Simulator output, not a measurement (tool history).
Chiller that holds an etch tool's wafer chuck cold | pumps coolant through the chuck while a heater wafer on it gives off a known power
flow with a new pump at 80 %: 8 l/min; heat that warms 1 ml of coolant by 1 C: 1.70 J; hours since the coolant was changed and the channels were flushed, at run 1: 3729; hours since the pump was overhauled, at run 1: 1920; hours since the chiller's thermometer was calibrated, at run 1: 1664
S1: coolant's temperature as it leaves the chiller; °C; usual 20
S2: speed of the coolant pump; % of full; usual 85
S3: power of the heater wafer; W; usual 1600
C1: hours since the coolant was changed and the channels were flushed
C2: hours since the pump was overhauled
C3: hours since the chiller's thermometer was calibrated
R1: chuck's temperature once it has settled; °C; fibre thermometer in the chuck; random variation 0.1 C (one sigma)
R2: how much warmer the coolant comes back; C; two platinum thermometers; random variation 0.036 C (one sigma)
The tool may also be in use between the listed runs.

Run 1, hour 0: usual settings; C1 3729; C2 1920; C3 1664. Result: R1 34.3 °C, R2 6.74 C.
Run 2, hour 80: usual settings; C1 3809; C2 2000; C3 1744. Result: R1 34.1 °C, R2 6.74 C.
Run 3, hour 211.6: usual settings but S2 95 % of full; C1 3941; C2 2132; C3 1875. Result: R1 33.1 °C, R2 6.04 C.
Run 4, hour 319.1: usual settings but S2 95 % of full; C1 4048; C2 2239; C3 1983. Result: R1 33.2 °C, R2 5.98 C.
Run 5, hour 373.1: usual settings but S2 95 % of full; C1 4102; C2 2293; C3 2037. Result: R1 33.1 °C, R2 6.06 C.
Run 6, hour 430.7: usual settings but S1 27 °C; C1 4160; C2 2351; C3 2095. Result: R1 41.2 °C, R2 6.79 C.
Run 7, hour 492.6: usual settings but S3 1580 W; C1 4222; C2 2413; C3 2156. Result: R1 34 °C, R2 6.67 C.
Run 8, hour 622.9: usual settings but S3 1580 W; C1 4352; C2 2543; C3 2287. Result: R1 34.1 °C, R2 6.66 C.
Run 9, hour 755.1: usual settings but S3 1580 W; C1 4484; C2 2675; C3 2419. Result: R1 34.2 °C, R2 6.7 C.
Run 10, hour 869.4: usual settings but S2 69 % of full, S3 1580 W; C1 4599; C2 2790; C3 2533. Result: R1 36.2 °C, R2 8.35 C.
Run 11, hour 975.9: usual settings but S2 67 % of full; C1 4705; C2 2896; C3 2640. Result: R1 36.7 °C, R2 8.82 C.
Run 12, hour 1101.3: usual settings but S1 23 °C; C1 4830; C2 3022; C3 2765. Result: R1 37.2 °C, R2 6.82 C.
Run 13, hour 1227.8: usual settings but S1 23 °C; C1 4957; C2 3148; C3 2892. Result: R1 37.4 °C, R2 6.81 C.
Run 14, hour 1356.8: usual settings but S1 27 °C, S2 73 % of full, S3 1622 W; C1 5086; C2 3277; C3 3021. Result: R1 43 °C, R2 8.05 C.
Run 15, hour 1482.5: usual settings but S1 27 °C, S2 73 % of full, S3 1622 W; C1 5212; C2 3403; C3 3146. Result: R1 43.2 °C, R2 8.18 C.
At hour 1524: chiller's thermometer calibrated.
Run 16, hour 1553.6: usual settings but S1 12 °C, S2 67 % of full, S3 1701 W; C1 5282; C2 3473; C3 30. Result: R1 30.2 °C, R2 9.34 C.
Run 17, hour 1647.7: usual settings but S1 12 °C, S2 67 % of full, S3 1701 W; C1 5376; C2 3567; C3 124. Result: R1 30.2 °C, R2 9.47 C.
Run 18, hour 1777.3: usual settings but S1 18 °C, S2 94 % of full, S3 1156 W; C1 5505; C2 3697; C3 253. Result: R1 28 °C, R2 4.44 C.
Run 19, hour 1895.1: usual settings but S1 18 °C, S2 94 % of full, S3 1156 W; C1 5623; C2 3814; C3 371. Result: R1 28.2 °C, R2 4.51 C.

How the hidden state differs across the entries between the runs, from the last listed run before each to the first after it:
Between runs 15 and 16: chiller's thermometer calibrated (hour 1524)
  heat passed by the chuck's channels, % of clean ones': 87.6 -> 87.4; flow at a given pump speed, % of a new pump's: 96.6 -> 96.5; coolant's true temperature over the reading, C: -0.21 -> 0.13
  measured less the result without the state, R1: +1.5 -> +2 °C; R2: +0.28 -> +0.33 C
